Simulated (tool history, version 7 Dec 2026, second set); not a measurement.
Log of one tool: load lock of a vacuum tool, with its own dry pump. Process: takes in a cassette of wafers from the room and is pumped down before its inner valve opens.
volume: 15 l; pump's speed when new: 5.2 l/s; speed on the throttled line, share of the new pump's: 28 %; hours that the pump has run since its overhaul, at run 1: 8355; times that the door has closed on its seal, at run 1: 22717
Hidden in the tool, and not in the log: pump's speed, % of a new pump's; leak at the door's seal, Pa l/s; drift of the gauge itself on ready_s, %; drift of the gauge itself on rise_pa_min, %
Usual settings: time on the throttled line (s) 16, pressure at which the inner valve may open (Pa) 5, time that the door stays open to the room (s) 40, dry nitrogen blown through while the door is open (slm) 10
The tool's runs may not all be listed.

run,hour,time on the throttled line (s),pressure at which the inner valve may open (Pa),time that the door stays open to the room (s),dry nitrogen blown through while the door is open (slm),hours that the pump has run since its overhaul,times that the door has closed on its seal,"incoming humidity of the room's air, %",time from the closed door until the inner valve may open (s),rise of the pressure with all valves shut (Pa/min)
1,0.0,16,5,40,10,8355,22717,45.5,44.0,0.375
2,217.4,16,5,40,10,8573,23267,44.2,44.1,0.395
3,360.0,16,5,40,10,8715,23628,46.2,44.9,0.391
4,495.8,16,5,171,10,8851,23971,47.1,44.5,0.472
5,595.0,16,5,171,10,8950,24222,48.5,44.8,0.483
6,702.6,16,5,171,10,9058,24494,47.7,44.4,0.486
7,877.6,16,5,171,10,9233,24936,49.5,44.5,0.508
8,973.8,16,5,171,10,9329,25180,46.2,44.8,0.499
9,1101.2,16,5,171,10,9456,25502,45.8,44.5,0.513
10,1192.5,16,6,40,10,9548,25733,46.5,43.2,0.465
11,1383.2,16,6,40,10,9738,26215,46.8,43.7,0.468
# hour 1591.5: door's seal changed, seat wiped
12,1601.9,16,6,40,10,9955,27,43.5,44.6,0.043
13,1702.0,16,5,40,10,10056,280,45.6,44.7,0.049
14,1876.4,16,5,40,10,10230,721,42.1,44.9,0.041
15,2084.5,16,5,40,10,10438,1247,45.3,45.1,0.051
16,2215.3,16,8,40,10,10569,1578,44.7,43.6,0.058
17,2421.8,16,8,40,10,10775,2100,45.9,43.8,0.055
18,2594.2,30,8,40,10,10948,2536,45.1,53.5,0.067
19,2774.5,30,8,40,10,11128,2992,45.4,53.6,0.066
20,2952.2,30,9,40,22,11306,3441,46.2,52.4,0.057
21,3138.0,30,9,40,22,11492,3911,47.7,52.2,0.065
22,3266.7,31,9,45,41,11620,4236,44.4,53.9,0.054
23,3484.7,16,5,40,19,11838,4788,46.7,45.7,0.066
24,3581.7,28,4,188,19,11935,5033,44.5,54.8,0.127
# hour 3607.7: dry pump taken out, an overhauled one fitted
25,3768.3,28,4,188,19,161,5490,43.8,49.9,0.130
26,3909.8,28,4,188,19,302,5847,45.6,50.9,0.134
27,4079.7,28,4,188,19,472,6277,48.3,50.5,0.142
28,4192.1,28,4,188,19,584,6561,45.8,50.4,0.145
29,4406.2,16,4,40,10,798,7103,42.0,41.7,0.098
30,4624.1,16,4,40,10,1016,7653,46.5,41.7,0.116
31,4782.9,22,5,40,10,1175,8055,46.6,45.7,0.117

Forecast each of these 3 alternatives for the next run:
A,4889.5,23,5,40,10,1282,8325,45.3,?,?
B,4889.5,22,4,40,27,1282,8325,44.4,?,?
C,4889.5,16,6,124,10,1282,8325,44.5,?,?

run,time from the closed door until the inner valve may open (s),rise of the pressure with all valves shut (Pa/min)
A,46.3,0.114
B,46.3,0.109
C,40.9,0.152
Without the tool's hidden state the same runs would have given:
run,time from the closed door until the inner valve may open (s),rise of the pressure with all valves shut (Pa/min)
A,45.7,0.039
B,45.8,0.032
C,40.3,0.076
